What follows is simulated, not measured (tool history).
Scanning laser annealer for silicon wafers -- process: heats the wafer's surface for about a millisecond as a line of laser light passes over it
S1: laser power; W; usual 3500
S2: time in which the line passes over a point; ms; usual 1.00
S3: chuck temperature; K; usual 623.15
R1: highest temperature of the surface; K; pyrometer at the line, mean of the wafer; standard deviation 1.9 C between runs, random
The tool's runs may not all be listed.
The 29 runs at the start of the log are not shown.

run	hour	S1	S2	S3	R1
30	1062.0	3345	0.96	586.15	1262.15
31	1106.9	3345	0.96	586.15	1265.15
32	1147.3	3345	0.96	610.15	1289.15
33	1178.8	3489	0.97	646.15	1362.15
34	1227.1	3500	0.90	613.15	1307.15
35	1268.4	3500	0.90	613.15	1308.15
36	1291.1	3500	0.90	613.15	1302.15
37	1318.7	3500	0.90	613.15	1304.15
38	1349.3	3500	1.17	641.15	1418.15
39	1390.3	3500	0.82	588.15	1249.15
40	1431.9	3416	0.82	588.15	1230.15

3 ways to go on from here, each from the tool as it stands after run 40. What would each give?
A	1475.5	3416	0.82	638.15	?
B	1475.5	3788	1.00	615.15	?
C	1475.5	3416	1.16	606.15	?

run	R1
A	1277.15
B	1405.15
C	1358.15
Had the tool no hidden state, the same runs would have come out as:
run	R1
A	1300.15
B	1434.15
C	1385.15
